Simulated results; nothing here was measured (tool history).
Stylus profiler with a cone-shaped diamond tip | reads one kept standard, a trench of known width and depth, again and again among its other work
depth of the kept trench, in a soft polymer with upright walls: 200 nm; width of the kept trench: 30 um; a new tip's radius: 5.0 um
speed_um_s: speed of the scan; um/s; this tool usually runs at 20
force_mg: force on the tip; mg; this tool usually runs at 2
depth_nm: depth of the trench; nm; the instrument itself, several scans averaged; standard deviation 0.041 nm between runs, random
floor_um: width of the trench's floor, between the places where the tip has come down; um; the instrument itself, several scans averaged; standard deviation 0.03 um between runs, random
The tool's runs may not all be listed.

run    hour  speed_um_s  force_mg  depth_nm  floor_um
  1       0          20         2    200.95     26.65
  2    25.8          20         2     200.9     26.66
  3      88          62         2    200.93     26.54
  4   139.2          20      1.17    200.39     26.57
  5   173.9          20      1.17    200.39     26.61
  6   219.5          20      1.17    200.47     26.62
  7   255.2          20      1.17     200.4     26.59
  8   292.2          20      1.17    200.34     26.58
  9   330.7          20      1.17    200.35     26.55
 10   382.7          20      1.17    200.23     26.58
 11   426.1          20      1.17    200.37     26.54
 12   453.4          20         2    200.78     26.58
 13   495.5          20         2     200.8     26.55
 14   523.3          10         2    200.75     26.58
 15   566.3          20         2     200.7     26.57
 16     627          20         2    200.65     26.54
 17   672.9          20         2    200.68     26.49
 18   698.2          57         2    200.81     26.43
 19   743.7          10      1.14    200.27     26.54
 20   799.9           9      0.69    199.92     26.54
      804.1  -- height scale calibrated on a step standard
 21   862.7          45      5.12    201.67     26.48
 22     914          45      1.91    200.22     26.35
 23   946.3          45       4.5    201.33     26.45
 24   991.3          57      4.28    201.25     26.41
     1015.9  -- height scale calibrated on a step standard, once more
 25  1044.3          57      4.28     202.4      26.4
 26  1093.2          31       0.8    200.67     26.26
 27  1128.8          31      2.42    201.59     26.42
 28  1161.6          31      2.42    201.63      26.4
 29  1212.6          17      2.83    201.77     26.46
 30  1247.7           6      1.21    200.97     26.42
 31  1306.9          13      1.99    201.31     26.47
 32  1354.7          13      1.99    201.36     26.42

For some of the steps in depth_nm from one run to the next: how much would appear even if the tool had no hidden state, given the settings, what came in and random variation, and how much remains for the hidden state plus any gauge scatter that the measured result and the result without hidden state don't share?
Hidden state present: radius of the tip, um; height scale over the true one, %; drift of the gauge itself on depth_nm, %; drift of the gauge itself on floor_um, %.
Run 2 -> 3: speed_um_s 20 -> 62. depth_nm +0.03 nm: hidden state -0.03, all else +0.06.
Run 20 -> 21: speed_um_s 9 -> 45, force_mg 0.69 -> 5.12, height scale calibrated on a step standard. depth_nm +1.75 nm: hidden state -0.38, all else +2.13.
Run 21 -> 22: force_mg 5.12 -> 1.91. depth_nm -1.45 nm: hidden state -0.01, all else -1.44.
Run 24 -> 25: height scale calibrated on a step standard, once more. depth_nm +1.15 nm: hidden state +1.18, all else -0.03.
Run 25 -> 26: speed_um_s 57 -> 31, force_mg 4.28 -> 0.8. depth_nm -1.73 nm: hidden state -0.03, all else -1.7.

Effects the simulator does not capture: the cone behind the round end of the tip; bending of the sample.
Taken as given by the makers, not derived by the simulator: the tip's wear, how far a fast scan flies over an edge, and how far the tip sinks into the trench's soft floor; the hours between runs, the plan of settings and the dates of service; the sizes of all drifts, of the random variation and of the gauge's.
